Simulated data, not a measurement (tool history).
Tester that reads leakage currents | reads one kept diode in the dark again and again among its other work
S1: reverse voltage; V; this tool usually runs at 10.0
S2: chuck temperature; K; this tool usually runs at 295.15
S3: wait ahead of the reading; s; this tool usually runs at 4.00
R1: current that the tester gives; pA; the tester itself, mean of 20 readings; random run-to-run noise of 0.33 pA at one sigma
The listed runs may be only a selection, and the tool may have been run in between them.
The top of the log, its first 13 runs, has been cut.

-- hour=2161.7 chuck's temperature calibrated
run 14 hour=2286.3 | S1=10.0 S2=295.15 S3=4.00 | R1=118.95
run 15 hour=2473.5 | S1=10.0 S2=295.15 S3=4.00 | R1=120.13
run 16 hour=2605.2 | S1=10.0 S2=295.15 S3=4.00 | R1=122.21
run 17 hour=2805.5 | S1=10.0 S2=295.15 S3=4.00 | R1=124.71
run 18 hour=3033.6 | S1=10.0 S2=295.15 S3=5.70 | R1=126.86
run 19 hour=3167.4 | S1=10.0 S2=295.15 S3=4.00 | R1=128.19
run 20 hour=3349.2 | S1=1.0 S2=293.15 S3=1.01 | R1=43.73
run 21 hour=3545.9 | S1=1.0 S2=296.15 S3=0.69 | R1=58.65
run 22 hour=3654.1 | S1=1.0 S2=296.15 S3=0.69 | R1=58.99
run 23 hour=3807.5 | S1=8.0 S2=329.15 S3=7.30 | R1=2023.50
run 24 hour=4033.3 | S1=8.1 S2=295.15 S3=2.51 | R1=126.31
-- hour=4050.4 probe card cleaned and baked
run 25 hour=4208.5 | S1=4.5 S2=319.15 S3=6.23 | R1=767.74

Run 26 comes next. What will it give?
run 26 hour=4317.2 | S1=4.5 S2=319.15 S3=6.23 | R1=?

Logged for run 26: R1 768.20 pA.
The same run, on a tool lacking any hidden state, would have yielded R1 690.65 pA.

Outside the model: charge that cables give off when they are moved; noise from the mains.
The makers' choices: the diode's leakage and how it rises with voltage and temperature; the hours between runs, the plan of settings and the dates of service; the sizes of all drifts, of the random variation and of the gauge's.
